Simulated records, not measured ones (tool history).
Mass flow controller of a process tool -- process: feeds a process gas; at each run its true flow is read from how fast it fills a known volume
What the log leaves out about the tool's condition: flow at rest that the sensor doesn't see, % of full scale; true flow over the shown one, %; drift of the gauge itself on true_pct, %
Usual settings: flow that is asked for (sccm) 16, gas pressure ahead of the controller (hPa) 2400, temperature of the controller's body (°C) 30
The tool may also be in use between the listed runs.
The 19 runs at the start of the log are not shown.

run    hour  flow that is asked for (sccm)  gas pressure ahead of the controller (hPa)  temperature of the controller's body (°C)  hours of work since the controller was set to zero  hours of work since the controller was changed  true flow (%)
 20  3673.2                             16                                        2400                                         24                                                2565                                            2565          99.20
 21  3841.1                             16                                        2400                                         24                                                2641                                            2641          99.28
 22  4070.4                             16                                        2400                                         24                                                2744                                            2744          99.19
 23  4247.7                             16                                        1850                                         23                                                2824                                            2824          99.23
 24  4384.7                             17                                        1530                                         28                                                2886                                            2886          99.84
 25  4529.9                              3                                        1530                                         22                                                2951                                            2951          93.99
     4545.7  -- controller's zero set anew
 26  4645.0                              3                                        2420                                         21                                                  45                                            3003          91.24
 27  4859.2                              7                                        2400                                         34                                                 141                                            3099          96.58

What will run 28 give?
 28  5013.9                              7                                        2400                                         34                                                 211                                            3169              ?

{"run 28": {"true flow (%)": 96.58}}
Minus the tool's unlogged condition, the same run would have read true flow (%) 98.80.
